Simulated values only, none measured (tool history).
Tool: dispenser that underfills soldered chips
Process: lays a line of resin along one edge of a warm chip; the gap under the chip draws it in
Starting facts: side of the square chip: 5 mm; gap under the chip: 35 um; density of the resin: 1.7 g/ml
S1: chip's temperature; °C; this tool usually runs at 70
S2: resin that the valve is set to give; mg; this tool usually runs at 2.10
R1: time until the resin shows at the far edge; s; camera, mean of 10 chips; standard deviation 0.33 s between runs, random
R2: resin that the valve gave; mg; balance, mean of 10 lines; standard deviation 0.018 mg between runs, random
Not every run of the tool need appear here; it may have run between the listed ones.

| run | hour | S1 | S2 | R1 | R2 |
|---|---|---|---|---|---|
| 1 | 0.0 | 70 | 2.10 | 31.2 | 1.96 |
|  | 2.9 | new syringe of resin |
|  | 3.9 | dispensing valve cleaned and set on the balance |
| 2 | 8.1 | 70 | 2.10 | 17.8 | 2.12 |
| 3 | 14.0 | 70 | 2.10 | 24.4 | 2.11 |
| 4 | 19.1 | 70 | 2.10 | 32.4 | 2.07 |
|  | 21.5 | new syringe of resin |
| 5 | 23.7 | 70 | 2.10 | 16.2 | 2.06 |
| 6 | 27.8 | 70 | 2.10 | 19.9 | 2.08 |
| 7 | 31.9 | 70 | 2.62 | 22.7 | 2.55 |
| 8 | 36.8 | 70 | 2.62 | 30.0 | 2.59 |
|  | 38.4 | new syringe of resin |
| 9 | 44.5 | 70 | 2.10 | 19.7 | 2.03 |
| 10 | 48.6 | 70 | 2.10 | 24.7 | 2.05 |
| 11 | 53.4 | 75 | 2.04 | 25.1 | 2.00 |
|  | 55.7 | new syringe of resin |
| 12 | 58.3 | 76 | 2.13 | 12.1 | 2.04 |
| 13 | 63.6 | 58 | 2.23 | 41.8 | 2.13 |
| 14 | 70.3 | 58 | 2.23 | 58.7 | 2.14 |
|  | 72.9 | new syringe of resin |
| 15 | 75.6 | 67 | 2.37 | 19.0 | 2.26 |
| 16 | 83.4 | 78 | 1.90 | 17.9 | 1.83 |
| 17 | 89.4 | 66 | 2.55 | 41.3 | 2.40 |
|  | 90.4 | new syringe of resin |
| 18 | 97.7 | 67 | 2.28 | 25.4 | 2.14 |
|  | 107.4 | new syringe of resin |
| 19 | 107.4 | 81 | 2.28 | 8.2 | 2.15 |

Below are 3 alternative next runs, each starting from the tool's condition after run 19. Predict each:
|  | 110.8 | dispensing valve cleaned and set on the balance |
| A | 113.6 | 73 | 2.69 | ? | ? |
|  | 110.8 | dispensing valve cleaned and set on the balance |
| B | 113.6 | 58 | 2.10 | ? | ? |
|  | 110.8 | dispensing valve cleaned and set on the balance |
| C | 113.6 | 70 | 1.90 | ? | ? |

| run | R1 | R2 |
|---|---|---|
| A | 16.1 | 2.70 |
| B | 37.1 | 2.09 |
| C | 20.5 | 1.91 |
Take away the tool's hidden state, keep each run's random variation, and the runs would have read:
| run | R1 | R2 |
|---|---|---|
| A | 11.1 | 2.71 |
| B | 25.4 | 2.09 |
| C | 14.3 | 1.92 |
